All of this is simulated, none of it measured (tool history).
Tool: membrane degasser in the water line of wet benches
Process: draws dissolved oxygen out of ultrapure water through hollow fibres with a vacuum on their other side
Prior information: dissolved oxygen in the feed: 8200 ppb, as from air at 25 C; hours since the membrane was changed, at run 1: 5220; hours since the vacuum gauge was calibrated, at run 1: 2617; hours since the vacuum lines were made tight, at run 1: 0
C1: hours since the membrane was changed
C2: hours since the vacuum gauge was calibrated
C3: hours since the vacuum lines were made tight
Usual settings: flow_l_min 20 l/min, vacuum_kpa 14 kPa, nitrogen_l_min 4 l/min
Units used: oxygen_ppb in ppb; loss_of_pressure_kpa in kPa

Run 1, hour 0: usual settings; C1 5220; C2 2617; C3 0. Result: oxygen_ppb 148.8 ppb, loss_of_pressure_kpa 62.82 kPa.
Run 2, hour 174.4: usual settings; C1 5395; C2 2791; C3 174. Result: oxygen_ppb 147.3 ppb, loss_of_pressure_kpa 62.61 kPa.
Run 3, hour 280.6: usual settings; C1 5501; C2 2898; C3 281. Result: oxygen_ppb 148.4 ppb, loss_of_pressure_kpa 62.06 kPa.
Run 4, hour 414.6: usual settings; C1 5635; C2 3032; C3 415. Result: oxygen_ppb 149.5 ppb, loss_of_pressure_kpa 62.18 kPa.
Run 5, hour 581.1: usual settings; C1 5802; C2 3198; C3 581. Result: oxygen_ppb 148.3 ppb, loss_of_pressure_kpa 62.55 kPa.
Run 6, hour 722.8: usual settings; C1 5943; C2 3340; C3 723. Result: oxygen_ppb 148.1 ppb, loss_of_pressure_kpa 62.64 kPa.
Run 7, hour 938.4: usual settings; C1 6159; C2 3555; C3 938. Result: oxygen_ppb 150 ppb, loss_of_pressure_kpa 62.49 kPa.
At hour 1047.1: vacuum gauge calibrated.
Run 8, hour 1055.6: usual settings; C1 6276; C2 9; C3 1055. Result: oxygen_ppb 149.9 ppb, loss_of_pressure_kpa 62.44 kPa.
Run 9, hour 1274: usual settings but nitrogen_l_min 2.52 l/min; C1 6494; C2 227; C3 1274. Result: oxygen_ppb 217.5 ppb, loss_of_pressure_kpa 62.24 kPa.
Run 10, hour 1445.3: usual settings but nitrogen_l_min 2.52 l/min; C1 6665; C2 398; C3 1445. Result: oxygen_ppb 217.8 ppb, loss_of_pressure_kpa 62.2 kPa.
Run 11, hour 1647.6: usual settings but flow_l_min 19 l/min; C1 6867; C2 600; C3 1647. Result: oxygen_ppb 137.8 ppb, loss_of_pressure_kpa 59.71 kPa.
Run 12, hour 1760.8: usual settings but flow_l_min 19 l/min; C1 6981; C2 714; C3 1760. Result: oxygen_ppb 138.8 ppb, loss_of_pressure_kpa 58.96 kPa.
Run 13, hour 1951.1: usual settings but flow_l_min 19 l/min; C1 7171; C2 904; C3 1951. Result: oxygen_ppb 140 ppb, loss_of_pressure_kpa 59.41 kPa.
Run 14, hour 2057.5: usual settings; C1 7277; C2 1010; C3 2057. Result: oxygen_ppb 148.8 ppb, loss_of_pressure_kpa 62.72 kPa.
Run 15, hour 2248.5: usual settings; C1 7468; C2 1201; C3 2248. Result: oxygen_ppb 149.8 ppb, loss_of_pressure_kpa 63.11 kPa.
Run 16, hour 2438.7: usual settings; C1 7659; C2 1392; C3 2438. Result: oxygen_ppb 150 ppb, loss_of_pressure_kpa 62.2 kPa.
Run 17, hour 2603: usual settings; C1 7823; C2 1556; C3 2603. Result: oxygen_ppb 148 ppb, loss_of_pressure_kpa 62.2 kPa.
Run 18, hour 2750.6: usual settings but flow_l_min 16 l/min, nitrogen_l_min 3.9 l/min; C1 7970; C2 1703; C3 2750. Result: oxygen_ppb 113.1 ppb, loss_of_pressure_kpa 49.92 kPa.
Run 19, hour 2908.2: usual settings but flow_l_min 16 l/min, nitrogen_l_min 3.9 l/min; C1 8128; C2 1861; C3 2908. Result: oxygen_ppb 113.4 ppb, loss_of_pressure_kpa 49.93 kPa.
Run 20, hour 3089.4: usual settings but flow_l_min 17 l/min, vacuum_kpa 25.8 kPa, nitrogen_l_min 4.98 l/min; C1 8309; C2 2042; C3 3089. Result: oxygen_ppb 196.4 ppb, loss_of_pressure_kpa 52.75 kPa.
Run 21, hour 3178.8: usual settings but vacuum_kpa 8.8 kPa, nitrogen_l_min 5.2 l/min; C1 8399; C2 2132; C3 3178. Result: oxygen_ppb 72.5 ppb, loss_of_pressure_kpa 62.3 kPa.
Run 22, hour 3368.3: usual settings but vacuum_kpa 26.4 kPa, nitrogen_l_min 2.62 l/min; C1 8588; C2 2321; C3 3368. Result: oxygen_ppb 424.8 ppb, loss_of_pressure_kpa 62.74 kPa.

Forecast run 23:
Run 23, hour 3517.7: usual settings but flow_l_min 19 l/min, nitrogen_l_min 2.09 l/min; C1 8738; C2 2471; C3 3517. Result: oxygen_ppb ?, loss_of_pressure_kpa ?.

For run 23 the tool returned oxygen_ppb 245.5 ppb, loss_of_pressure_kpa 59.27 kPa.
On a tool with no hidden condition, and with the same random variation, this run would have come out at oxygen_ppb 245.3 ppb, loss_of_pressure_kpa 59.2 kPa.
